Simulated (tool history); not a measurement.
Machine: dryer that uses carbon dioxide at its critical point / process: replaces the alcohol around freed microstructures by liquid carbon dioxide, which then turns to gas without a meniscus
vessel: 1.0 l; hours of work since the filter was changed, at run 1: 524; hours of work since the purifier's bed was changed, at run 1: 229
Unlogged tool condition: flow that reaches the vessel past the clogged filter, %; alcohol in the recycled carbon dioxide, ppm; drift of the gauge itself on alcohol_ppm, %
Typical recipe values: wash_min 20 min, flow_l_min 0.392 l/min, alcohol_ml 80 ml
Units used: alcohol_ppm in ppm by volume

run     day  wash_min  flow_l_min  alcohol_ml  hours of work since the filter was changed  hours of work since the purifier's bed was changed  alcohol_ppm
  1       0        20       0.392          80                                         524                                                 229          238
  2   0.446        20       0.475          80                                         531                                                 236          102
  3   1.133        20       0.475          80                                         542                                                 247           89
      1.304  -- inlet filter changed
  4    1.75        20       0.475          80                                           7                                                 256           64
  5   2.542        20       0.475          80                                          20                                                 269           72
  6   3.304        20       0.475          80                                          32                                                 281           78
  7   3.754        20       0.475          80                                          39                                                 288           76
  8   4.738        20       0.475          80                                          55                                                 304           75
  9   5.779        20       0.475          80                                          72                                                 321           82
 10   6.808        20       0.475          80                                          89                                                 337           81
 11   7.346        20       0.392          24                                          97                                                 346           92
 12   8.292        20       0.392          24                                         112                                                 361          106
 13   8.954        30       0.392          80                                         123                                                 372           65
 14   9.688        31       0.392          80                                         135                                                 384           78
 15  10.312        31       0.392          80                                         145                                                 394           84
 16  10.788        31       0.392          80                                         153                                                 401           70
 17  11.392        31       0.392          80                                         162                                                 411           69
 18  12.346        20       0.392          80                                         178                                                 426          194
 19  13.362        20       0.392          80                                         194                                                 443          195
 20  14.388        25       0.392          80                                         210                                                 459          105
 21  15.154        20       0.236          80                                         223                                                 472         1755
 22  15.858        27       0.477          80                                         234                                                 483           95
 23  16.471        25       0.244          86                                         244                                                 493          647
 24  17.179        23       0.363          54                                         255                                                 504          144
 25  17.908        23       0.363          54                                         267                                                 516          150
 26  18.492        31       0.411          74                                         276                                                 525           92
 27  19.496        31       0.319         105                                         293                                                 541          122
 28  20.483        27       0.343          98                                         308                                                 557          153
 29  21.096        27       0.343          98                                         318                                                 567          157
 30  21.942        18       0.278          98                                         332                                                 581         1825
 31  23.012        20       0.441          80                                         349                                                 598          173
 32  23.654        19       0.473          34                                         360                                                 608          119
 33  24.388        20       0.362          42                                         371                                                 620          226
 34  24.858        20       0.295         106                                         379                                                 628         1035
 35  25.521        20       0.392          42                                         390                                                 638          193
 36  26.229        31       0.485         100                                         401                                                 650          114
 37  27.142        31       0.485         100                                         416                                                 664          115
 38  27.838        31       0.502          83                                         427                                                 676          112
 39  28.708        13       0.392          80                                         441                                                 690         1502
 40  29.733        12       0.542          89                                         457                                                 706          617
 41  30.671        20       0.278          80                                         472                                                 721         1099

Below, some changes in alcohol_ppm between adjacent runs. For each, the amount present without the hidden state too (settings, incoming material, random variation) and the amount remaining for the hidden state with gauge scatter not shared by both compared results:
Run 21 -> 22: wash_min 20 -> 27, flow_l_min 0.236 -> 0.477. alcohol_ppm -1660 ppm by volume: hidden state -268, all else -1392.
Run 29 -> 30: wash_min 27 -> 18, flow_l_min 0.343 -> 0.278. alcohol_ppm +1668 ppm by volume: hidden state +390, all else +1278.
Run 30 -> 31: wash_min 18 -> 20, flow_l_min 0.278 -> 0.441, alcohol_ml 98 -> 80. alcohol_ppm -1652 ppm by volume: hidden state -385, all else -1267.
Run 38 -> 39: wash_min 31 -> 13, flow_l_min 0.502 -> 0.392, alcohol_ml 83 -> 80. alcohol_ppm +1390 ppm by volume: hidden state +435, all else +955.
